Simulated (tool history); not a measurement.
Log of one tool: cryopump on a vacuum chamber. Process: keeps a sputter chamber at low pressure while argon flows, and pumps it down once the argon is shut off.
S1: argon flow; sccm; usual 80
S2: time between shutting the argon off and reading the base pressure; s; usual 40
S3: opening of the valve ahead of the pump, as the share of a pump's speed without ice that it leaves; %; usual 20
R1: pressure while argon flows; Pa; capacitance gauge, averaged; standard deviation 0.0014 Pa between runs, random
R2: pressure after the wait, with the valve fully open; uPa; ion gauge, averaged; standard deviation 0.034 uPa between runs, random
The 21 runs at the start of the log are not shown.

{"run": 22, "hour": 1487.6, "S1": 113, "S2": 40, "S3": 32, "R1": 0.3169, "R2": 2.69}
{"run": 23, "hour": 1565.2, "S1": 72, "S2": 124, "S3": 20, "R1": 0.3171, "R2": 1.67}
{"hour": 1578.5, "done": "pump warmed up, emptied and cooled again"}
{"run": 24, "hour": 1621.5, "S1": 49, "S2": 124, "S3": 20, "R1": 0.205, "R2": 1.47}
{"run": 25, "hour": 1692.2, "S1": 49, "S2": 124, "S3": 20, "R1": 0.2059, "R2": 1.48}
{"run": 26, "hour": 1750.0, "S1": 123, "S2": 56, "S3": 42, "R1": 0.2475, "R2": 2.2}
{"run": 27, "hour": 1815.2, "S1": 123, "S2": 56, "S3": 18, "R1": 0.5749, "R2": 2.16}
{"run": 28, "hour": 1876.8, "S1": 84, "S2": 117, "S3": 34, "R1": 0.2117, "R2": 1.57}
{"run": 29, "hour": 1956.1, "S1": 84, "S2": 117, "S3": 34, "R1": 0.2137, "R2": 1.63}
{"run": 30, "hour": 2013.5, "S1": 84, "S2": 117, "S3": 34, "R1": 0.2116, "R2": 1.66}
{"run": 31, "hour": 2107.0, "S1": 70, "S2": 140, "S3": 60, "R1": 0.104, "R2": 1.55}
{"run": 32, "hour": 2189.2, "S1": 80, "S2": 244, "S3": 20, "R1": 0.3447, "R2": 1.36}
{"run": 33, "hour": 2270.4, "S1": 80, "S2": 40, "S3": 34, "R1": 0.206, "R2": 2.81}

Alternative continuations, all from the tool just after run 33; predict every row:
{"run": "A", "hour": 2314.1, "S1": 80, "S2": 101, "S3": 34, "R1": "?", "R2": "?"}
{"run": "B", "hour": 2314.1, "S1": 80, "S2": 35, "S3": 58, "R1": "?", "R2": "?"}
{"run": "C", "hour": 2314.1, "S1": 80, "S2": 23, "S3": 31, "R1": "?", "R2": "?"}

run=A R1=0.2026 R2=1.85
run=B R1=0.1254 R2=2.98
run=C R1=0.2257 R2=4.06
Stripped of hidden state, with their random variation kept, the same runs would have yielded:
run=A R1=0.1928 R2=0.83
run=B R1=0.1155 R2=2
run=C R1=0.2158 R2=3.04
